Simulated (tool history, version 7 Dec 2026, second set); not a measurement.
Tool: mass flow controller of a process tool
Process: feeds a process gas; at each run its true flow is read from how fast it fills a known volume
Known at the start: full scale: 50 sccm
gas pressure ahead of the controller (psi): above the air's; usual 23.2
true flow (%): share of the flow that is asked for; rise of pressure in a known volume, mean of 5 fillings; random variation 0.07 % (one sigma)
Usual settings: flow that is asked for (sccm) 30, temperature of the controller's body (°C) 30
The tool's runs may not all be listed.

run	hour	flow that is asked for (sccm)	gas pressure ahead of the controller (psi)	temperature of the controller's body (°C)	true flow (%)
1	0	30	23.2	30	99.4
2	322.3	30	23.2	30	99.68
3	623.5	30	21.2	30	99.6
4	849	30	21.2	30	99.96
5	1246.3	30	21.2	30	99.95
6	1532.1	30	21.2	30	99.97
7	2017.9	30	21.2	30	100.09
8	2429.9	30	21.2	30	100.33
9	2660.8	30	21.2	30	100.26
10	2925	30	21.2	30	100.38
11	3280.2	30	23.2	30	100.54
12	3695.8	6	23.2	30	100.69
13	3941.3	6	23.2	25	101.45
14	4278.6	6	23.2	25	101.53
15	4631.1	49	23.2	25	101.89
16	5047.8	49	23.2	25	101.85
17	5474.7	49	23.2	25	102.05
18	5694.4	49	23.2	25	102.04
19	5933.4	30	23.2	37	100.39
20	6331.5	7	20.3	26	102.39
21	6815.3	36	21.2	36	101.22
22	7145.1	43	21.2	36	101.42
23	7509	43	21.2	36	101.4
24	7870.8	43	21.2	36	101.62
25	8278	14	23.2	33	101.67
26	8640.7	30	23.2	30	101.97
27	8865.9	13	37.1	30	101.29
28	9272	12	29.7	23	102.68
29	9716.4	13	29.7	38	101.38
30	10014.8	16	21.2	37	102
31	10326.6	32	23.2	29	102.5
32	10634.2	32	23.2	29	102.66
33	10879.8	32	23.2	29	102.82
34	11336.9	32	23.2	29	102.88
35	11575	18	23.2	29	103.04

Forecast each of these 3 alternatives for the next run:
A	12018.6	18	30.6	24	?
B	12018.6	15	26.1	32	?
C	12018.6	30	27.1	22	?

run	true flow (%)
A	103.24
B	102.69
C	103.58
Without the tool's hidden state the same runs would have given:
run	true flow (%)
A	99.03
B	98.26
C	99.78

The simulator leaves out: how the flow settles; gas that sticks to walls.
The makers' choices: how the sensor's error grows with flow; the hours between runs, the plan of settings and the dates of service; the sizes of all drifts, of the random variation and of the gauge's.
